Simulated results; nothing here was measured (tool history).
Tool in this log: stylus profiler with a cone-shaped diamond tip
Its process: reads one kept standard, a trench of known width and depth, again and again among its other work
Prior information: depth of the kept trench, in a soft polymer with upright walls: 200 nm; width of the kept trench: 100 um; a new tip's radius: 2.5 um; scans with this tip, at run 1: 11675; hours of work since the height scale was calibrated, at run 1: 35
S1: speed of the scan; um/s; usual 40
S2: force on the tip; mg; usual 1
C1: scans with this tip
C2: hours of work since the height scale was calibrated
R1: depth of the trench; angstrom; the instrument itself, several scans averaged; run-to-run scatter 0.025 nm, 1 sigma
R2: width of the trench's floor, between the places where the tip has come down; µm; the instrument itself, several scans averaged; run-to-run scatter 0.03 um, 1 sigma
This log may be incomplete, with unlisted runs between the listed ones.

run 1 hour=0 | S1=40 S2=1 | C1=11675 C2=35 | R1=2010.4 R2=97.04
run 2 hour=22.7 | S1=40 S2=1 | C1=11836 C2=48 | R1=2011 R2=97.01
run 3 hour=63 | S1=40 S2=1 | C1=12122 C2=72 | R1=2010.9 R2=97.02
run 4 hour=99 | S1=14 S2=1 | C1=12376 C2=93 | R1=2010.5 R2=97.22
run 5 hour=133.7 | S1=40 S2=0.57 | C1=12622 C2=114 | R1=2006.9 R2=96.91
run 6 hour=168.8 | S1=40 S2=0.57 | C1=12871 C2=134 | R1=2006.9 R2=96.88
run 7 hour=185.6 | S1=40 S2=0.57 | C1=12990 C2=144 | R1=2007.1 R2=96.9
run 8 hour=206 | S1=40 S2=0.57 | C1=13135 C2=156 | R1=2006.9 R2=96.91
run 9 hour=235.5 | S1=40 S2=0.73 | C1=13343 C2=174 | R1=2008 R2=96.93
-- hour=239.3 height scale calibrated on a step standard
run 10 hour=261.8 | S1=40 S2=0.73 | C1=13526 C2=13 | R1=2007.7 R2=96.93
run 11 hour=299 | S1=48 S2=1.52 | C1=13790 C2=35 | R1=2013.5 R2=96.97
run 12 hour=319 | S1=80 S2=0.72 | C1=13932 C2=47 | R1=2007.3 R2=96.55
-- hour=347.6 height scale calibrated on a step standard, once more
run 13 hour=353.8 | S1=23 S2=1.01 | C1=14175 C2=4 | R1=2010.5 R2=97.08
run 14 hour=374.1 | S1=12 S2=0.56 | C1=14319 C2=16 | R1=2007.4 R2=97.08
run 15 hour=401.5 | S1=16 S2=0.44 | C1=14513 C2=32 | R1=2005.9 R2=97.09
run 16 hour=440 | S1=42 S2=0.82 | C1=14785 C2=54 | R1=2009.7 R2=96.82
run 17 hour=471.1 | S1=42 S2=0.82 | C1=15006 C2=73 | R1=2009.4 R2=96.82
run 18 hour=493.6 | S1=122 S2=1.83 | C1=15166 C2=86 | R1=2016.2 R2=96.51
run 19 hour=515.2 | S1=122 S2=1.83 | C1=15319 C2=99 | R1=2016.4 R2=96.51

A few steps of R1 between consecutive runs. Split each: what settings, incoming material and random variation would produce without the hidden state, and what is left over for the hidden state, along with gauge scatter present in only one of the two compared results (measured, and without hidden state):
Hidden state present: radius of the tip, um; height scale over the true one, %; drift of the gauge itself on depth_nm, %; drift of the gauge itself on floor_um, %.
Run 12 -> 13: S1 80 -> 23, S2 0.72 -> 1.01, height scale calibrated on a step standard, once more. R1 +3.2 angstrom: hidden state +1.1, all else +2.1.
Run 17 -> 18: S1 42 -> 122, S2 0.82 -> 1.83. R1 +6.8 angstrom: hidden state +0, all else +6.8.

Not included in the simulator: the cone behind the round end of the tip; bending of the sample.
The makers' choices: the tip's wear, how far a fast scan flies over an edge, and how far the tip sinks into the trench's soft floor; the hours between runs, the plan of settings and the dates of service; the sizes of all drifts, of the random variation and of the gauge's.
